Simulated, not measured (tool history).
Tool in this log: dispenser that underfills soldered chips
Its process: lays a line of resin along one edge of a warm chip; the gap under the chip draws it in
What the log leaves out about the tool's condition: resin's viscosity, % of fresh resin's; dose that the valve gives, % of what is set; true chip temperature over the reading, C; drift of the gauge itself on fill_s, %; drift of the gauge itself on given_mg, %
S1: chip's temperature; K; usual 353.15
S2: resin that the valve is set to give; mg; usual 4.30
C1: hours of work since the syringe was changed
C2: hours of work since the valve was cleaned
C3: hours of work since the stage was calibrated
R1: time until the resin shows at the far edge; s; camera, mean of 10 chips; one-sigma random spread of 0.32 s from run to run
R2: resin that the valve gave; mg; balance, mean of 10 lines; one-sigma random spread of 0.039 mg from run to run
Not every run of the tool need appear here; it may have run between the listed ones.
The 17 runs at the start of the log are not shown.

run 18 day=4.900 | S1=353.15 S2=5.25 | C1=4 C2=30 C3=93 | R1=14.7 R2=5.21
-- day=5.050 new syringe of resin
run 19 day=5.283 | S1=353.15 S2=5.25 | C1=4 C2=36 C3=98 | R1=14.4 R2=5.19
-- day=5.467 new syringe of resin
run 20 day=5.629 | S1=352.15 S2=4.02 | C1=3 C2=41 C3=103 | R1=14.4 R2=3.91
-- day=5.875 new syringe of resin
run 21 day=5.975 | S1=364.15 S2=4.79 | C1=2 C2=46 C3=109 | R1=8.3 R2=4.61
run 22 day=6.212 | S1=363.15 S2=3.76 | C1=5 C2=49 C3=112 | R1=12.4 R2=3.65
-- day=6.271 new syringe of resin
run 23 day=6.538 | S1=357.15 S2=5.33 | C1=4 C2=54 C3=117 | R1=13.1 R2=4.99
-- day=6.683 new syringe of resin
run 24 day=6.788 | S1=357.15 S2=5.33 | C1=2 C2=58 C3=121 | R1=10.5 R2=5.04
run 25 day=7.021 | S1=357.15 S2=5.33 | C1=5 C2=62 C3=124 | R1=14.0 R2=5.00
-- day=7.104 new syringe of resin
run 26 day=7.325 | S1=346.15 S2=4.54 | C1=3 C2=66 C3=129 | R1=17.4 R2=4.32
-- day=7.512 new syringe of resin
-- day=7.554 dispensing valve cleaned and set on the balance
run 27 day=7.667 | S1=344.15 S2=4.30 | C1=2 C2=2 C3=133 | R1=17.8 R2=4.31
-- day=7.954 new syringe of resin
run 28 day=7.971 | S1=344.15 S2=4.30 | C1=0 C2=6 C3=138 | R1=15.8 R2=4.25
run 29 day=8.179 | S1=344.15 S2=4.79 | C1=3 C2=9 C3=141 | R1=18.7 R2=4.69
-- day=8.350 new syringe of resin
run 30 day=8.350 | S1=344.15 S2=4.79 | C1=0 C2=12 C3=143 | R1=16.0 R2=4.73
run 31 day=8.662 | S1=353.15 S2=5.17 | C1=5 C2=17 C3=148 | R1=15.0 R2=5.10
-- day=8.754 new syringe of resin
run 32 day=8.850 | S1=346.15 S2=4.74 | C1=1 C2=19 C3=151 | R1=16.0 R2=4.69
-- day=9.158 new syringe of resin
run 33 day=9.208 | S1=346.15 S2=4.74 | C1=1 C2=25 C3=156 | R1=15.4 R2=4.67
run 34 day=9.383 | S1=368.15 S2=5.02 | C1=3 C2=27 C3=159 | R1=8.8 R2=4.89
-- day=9.567 new syringe of resin
run 35 day=9.567 | S1=340.15 S2=4.85 | C1=0 C2=30 C3=162 | R1=18.0 R2=4.70
run 36 day=9.775 | S1=356.15 S2=5.21 | C1=3 C2=33 C3=165 | R1=12.4 R2=5.03

Predict each of these 3 candidate next runs independently; none follows another, all start after run 36:
-- day=9.988 new syringe of resin
run A day=10.175 | S1=348.15 S2=4.95 | C1=3 C2=39 C3=171 | R1=? R2=?
-- day=9.988 new syringe of resin
run B day=10.175 | S1=353.15 S2=4.94 | C1=3 C2=39 C3=171 | R1=? R2=?
-- day=9.988 new syringe of resin
run C day=10.175 | S1=342.15 S2=4.30 | C1=3 C2=39 C3=171 | R1=? R2=?

run=A R1=16.3 R2=4.75
run=B R1=13.5 R2=4.78
run=C R1=20.1 R2=4.11
Stripped of hidden state, with their random variation kept, the same runs would have yielded:
run=A R1=14.0 R2=4.91
run=B R1=11.5 R2=4.95
run=C R1=17.1 R2=4.25
